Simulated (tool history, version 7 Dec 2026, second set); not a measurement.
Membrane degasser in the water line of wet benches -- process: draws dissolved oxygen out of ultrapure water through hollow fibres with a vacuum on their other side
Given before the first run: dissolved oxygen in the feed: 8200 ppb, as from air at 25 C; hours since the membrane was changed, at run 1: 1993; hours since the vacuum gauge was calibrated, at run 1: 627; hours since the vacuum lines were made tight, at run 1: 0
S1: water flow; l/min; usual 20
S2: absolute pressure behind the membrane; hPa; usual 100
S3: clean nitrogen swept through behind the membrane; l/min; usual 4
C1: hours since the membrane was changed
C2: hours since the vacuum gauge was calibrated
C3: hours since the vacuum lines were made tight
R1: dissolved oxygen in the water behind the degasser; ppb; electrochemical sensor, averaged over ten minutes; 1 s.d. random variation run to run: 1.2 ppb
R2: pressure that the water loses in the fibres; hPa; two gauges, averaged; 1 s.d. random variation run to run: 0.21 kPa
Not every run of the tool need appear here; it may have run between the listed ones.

| run | hour | S1 | S2 | S3 | C1 | C2 | C3 | R1 | R2 |
|---|---|---|---|---|---|---|---|---|---|
| 1 | 0 | 20 | 100 | 4 | 1993 | 627 | 0 | 114.8 | 500.4 |
| 2 | 50.2 | 25 | 100 | 4 | 2043 | 678 | 50 | 153.3 | 620.8 |
| 3 | 100.4 | 25 | 100 | 4 | 2093 | 728 | 100 | 155.8 | 624.6 |
| 4 | 157 | 28 | 100 | 4 | 2150 | 784 | 157 | 181.5 | 699 |
| 5 | 212.8 | 28 | 100 | 4 | 2206 | 840 | 213 | 176 | 701.9 |
| 6 | 285.6 | 20 | 100 | 1.69 | 2279 | 913 | 286 | 212.8 | 499.5 |
| 7 | 341 | 20 | 70 | 4 | 2334 | 968 | 341 | 80.5 | 497.5 |
| 8 | 394 | 14 | 100 | 4 | 2387 | 1022 | 394 | 73.5 | 351.5 |
| 9 | 467.8 | 14 | 100 | 4 | 2461 | 1095 | 468 | 75.6 | 350.1 |
|  | 472.7 | vacuum gauge calibrated |
| 10 | 499.1 | 14 | 100 | 4 | 2492 | 26 | 499 | 72.9 | 351.4 |
| 11 | 546.4 | 14 | 234 | 4 | 2539 | 74 | 546 | 184.1 | 351.1 |
| 12 | 581.2 | 20 | 100 | 4 | 2574 | 109 | 581 | 115.4 | 501.3 |
| 13 | 644 | 20 | 100 | 7.08 | 2636 | 171 | 643 | 81.6 | 497.5 |
| 14 | 687 | 20 | 100 | 7.08 | 2680 | 214 | 687 | 81.4 | 498.6 |
|  | 728.5 | vacuum gauge calibrated, once more |
| 15 | 753.9 | 20 | 100 | 4 | 2746 | 25 | 753 | 114.3 | 499.1 |
| 16 | 805.1 | 20 | 100 | 4 | 2797 | 77 | 804 | 115.9 | 501.6 |
| 17 | 875.2 | 19 | 142 | 10.14 | 2867 | 147 | 874 | 81.5 | 469.8 |
| 18 | 949.5 | 31 | 150 | 4 | 2942 | 221 | 949 | 280.8 | 774.2 |
| 19 | 1023.1 | 12 | 100 | 8.59 | 3015 | 295 | 1022 | 34.4 | 300.1 |
| 20 | 1085.1 | 12 | 125 | 4 | 3077 | 357 | 1084 | 78.4 | 298.2 |
| 21 | 1150.3 | 12 | 125 | 4 | 3142 | 422 | 1149 | 79.1 | 304.4 |
| 22 | 1206.7 | 20 | 139 | 3.01 | 3199 | 478 | 1206 | 200.8 | 502.8 |
| 23 | 1275.8 | 20 | 178 | 5.76 | 3268 | 547 | 1275 | 156 | 499.9 |
| 24 | 1322.8 | 21 | 202 | 4 | 3315 | 594 | 1322 | 246.9 | 526.9 |
| 25 | 1361.9 | 16 | 79 | 2.16 | 3354 | 633 | 1361 | 105 | 404 |
| 26 | 1393.2 | 18 | 83 | 4.83 | 3385 | 665 | 1392 | 73.7 | 449.9 |
| 27 | 1452.6 | 18 | 83 | 4.83 | 3445 | 724 | 1452 | 73.7 | 451.1 |
| 28 | 1522.2 | 25 | 71 | 2.33 | 3514 | 794 | 1521 | 153.5 | 628.1 |
| 29 | 1587.8 | 19 | 91 | 11.7 | 3580 | 859 | 1587 | 55.3 | 476.6 |
| 30 | 1655.9 | 19 | 182 | 11.07 | 3648 | 927 | 1655 | 95.5 | 474.9 |
| 31 | 1691.9 | 27 | 100 | 1.75 | 3684 | 963 | 1691 | 295.2 | 681.1 |
| 32 | 1734 | 26 | 130 | 9.11 | 3726 | 1005 | 1733 | 126.7 | 652.2 |

Table of differences, measured result less the result of that run with no hidden state. Run-to-run variation is the same in both. Gauge scatter possibly is not:
What the log doesn't record here: membrane still open, %; true pressure behind the membrane over the reading, kPa; air that leaks in behind the membrane, l/min; drift of the gauge itself on oxygen_ppb, %; drift of the gauge itself on loss_of_pressure_kpa, %.
| run | R1 | R2 |
|---|---|---|
| 1 | +1.8 | +4.6 |
| 2 | +2.8 | +5.9 |
| 3 | +2.9 | +6 |
| 4 | +3.6 | +7 |
| 5 | +3.5 | +7.2 |
| 6 | +2.6 | +5.3 |
| 7 | +2.4 | +5.4 |
| 8 | +1.3 | +3.9 |
| 9 | +1.4 | +4 |
| 10 | +1.7 | +4.1 |
| 11 | +1.8 | +4.1 |
| 12 | +3 | +6 |
| 13 | +2.8 | +6.1 |
| 14 | +2.9 | +6.3 |
| 15 | +2.3 | +6.4 |
| 16 | +2.5 | +6.5 |
| 17 | +2.3 | +6.2 |
| 18 | +4.9 | +10.6 |
| 19 | +1.1 | +4.2 |
| 20 | +1.3 | +4.3 |
| 21 | +1.3 | +4.4 |
| 22 | +3.3 | +7.5 |
| 23 | +3.2 | +7.5 |
| 24 | +3.7 | +8.1 |
| 25 | +2.5 | +6.3 |
| 26 | +2.7 | +7.1 |
| 27 | +2.8 | +7.2 |
| 28 | +5.4 | +10.2 |
| 29 | +3 | +8 |
| 30 | +3.3 | +8 |
| 31 | +6.6 | +11.6 |
| 32 | +5.3 | +11.3 |
